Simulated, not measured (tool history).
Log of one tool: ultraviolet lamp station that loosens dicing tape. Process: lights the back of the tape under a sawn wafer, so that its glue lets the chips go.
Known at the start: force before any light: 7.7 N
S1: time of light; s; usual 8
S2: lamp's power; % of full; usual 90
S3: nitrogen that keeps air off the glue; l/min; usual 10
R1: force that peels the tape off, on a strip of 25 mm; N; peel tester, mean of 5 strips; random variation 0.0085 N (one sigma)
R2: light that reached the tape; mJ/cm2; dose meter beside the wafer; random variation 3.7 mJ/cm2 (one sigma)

{"run": 1, "hour": 0.0, "S1": 8, "S2": 90, "S3": 10, "R1": 0.44, "R2": 530}
{"run": 2, "hour": 6.1, "S1": 4, "S2": 90, "S3": 10, "R1": 1.503, "R2": 262}
{"run": 3, "hour": 16.3, "S1": 4, "S2": 90, "S3": 10, "R1": 1.457, "R2": 266}
{"run": 4, "hour": 23.5, "S1": 4, "S2": 90, "S3": 10, "R1": 1.451, "R2": 263}
{"run": 5, "hour": 30.2, "S1": 9, "S2": 90, "S3": 10, "R1": 0.369, "R2": 601}
{"run": 6, "hour": 36.9, "S1": 9, "S2": 90, "S3": 3, "R1": 0.656, "R2": 591}
{"run": 7, "hour": 44.9, "S1": 9, "S2": 90, "S3": 3, "R1": 0.667, "R2": 589}
{"run": 8, "hour": 55.7, "S1": 8, "S2": 90, "S3": 10, "R1": 0.464, "R2": 527}
{"run": 9, "hour": 65.7, "S1": 8, "S2": 90, "S3": 4, "R1": 0.688, "R2": 521}
{"run": 10, "hour": 75.8, "S1": 8, "S2": 90, "S3": 4, "R1": 0.718, "R2": 518}
{"run": 11, "hour": 85.0, "S1": 7, "S2": 90, "S3": 10, "R1": 0.59, "R2": 454}
{"run": 12, "hour": 93.6, "S1": 7, "S2": 90, "S3": 10, "R1": 0.594, "R2": 455}
{"run": 13, "hour": 104.4, "S1": 8, "S2": 74, "S3": 10, "R1": 0.651, "R2": 425}
{"run": 14, "hour": 108.9, "S1": 8, "S2": 90, "S3": 10, "R1": 0.479, "R2": 514}
{"run": 15, "hour": 115.8, "S1": 12, "S2": 100, "S3": 10, "R1": 0.268, "R2": 855}
{"run": 16, "hour": 120.8, "S1": 8, "S2": 86, "S3": 12, "R1": 0.471, "R2": 489}
{"run": 17, "hour": 126.8, "S1": 8, "S2": 76, "S3": 7, "R1": 0.751, "R2": 432}
{"run": 18, "hour": 131.9, "S1": 8, "S2": 76, "S3": 7, "R1": 0.759, "R2": 430}
{"hour": 133.0, "done": "window cleaned of glue's vapour"}
{"run": 19, "hour": 140.3, "S1": 8, "S2": 76, "S3": 7, "R1": 0.941, "R2": 375}
{"run": 20, "hour": 151.0, "S1": 8, "S2": 76, "S3": 7, "R1": 0.956, "R2": 374}
{"hour": 161.5, "done": "window cleaned of glue's vapour, once more"}
{"run": 21, "hour": 161.5, "S1": 8, "S2": 79, "S3": 7, "R1": 0.515, "R2": 525}
{"run": 22, "hour": 168.0, "S1": 10, "S2": 76, "S3": 4, "R1": 0.504, "R2": 631}
{"run": 23, "hour": 173.8, "S1": 13, "S2": 64, "S3": 19, "R1": 0.264, "R2": 691}
{"run": 24, "hour": 183.2, "S1": 8, "S2": 77, "S3": 15, "R1": 0.412, "R2": 515}
{"run": 25, "hour": 188.5, "S1": 6, "S2": 90, "S3": 10, "R1": 0.602, "R2": 441}
{"run": 26, "hour": 198.1, "S1": 7, "S2": 62, "S3": 4, "R1": 1.37, "R2": 359}
{"run": 27, "hour": 208.1, "S1": 7, "S2": 62, "S3": 4, "R1": 1.317, "R2": 356}

5 ways to go on from here, each from the tool as it stands after run 27. What would each give?
{"run": "A", "hour": 214.6, "S1": 14, "S2": 87, "S3": 4, "R1": "?", "R2": "?"}
{"run": "B", "hour": 214.6, "S1": 5, "S2": 90, "S3": 10, "R1": "?", "R2": "?"}
{"run": "C", "hour": 214.6, "S1": 9, "S2": 96, "S3": 4, "R1": "?", "R2": "?"}
{"run": "D", "hour": 214.6, "S1": 11, "S2": 75, "S3": 4, "R1": "?", "R2": "?"}
{"run": "E", "hour": 214.6, "S1": 7, "S2": 62, "S3": 9, "R1": "?", "R2": "?"}

run=A R1=0.27 R2=998
run=B R1=0.842 R2=363
run=C R1=0.435 R2=711
run=D R1=0.437 R2=671
run=E R1=0.942 R2=355
Without the tool's hidden state the same runs would have given:
run=A R1=0.26 R2=1059
run=B R1=0.756 R2=386
run=C R1=0.399 R2=755
run=D R1=0.397 R2=712
run=E R1=0.848 R2=377
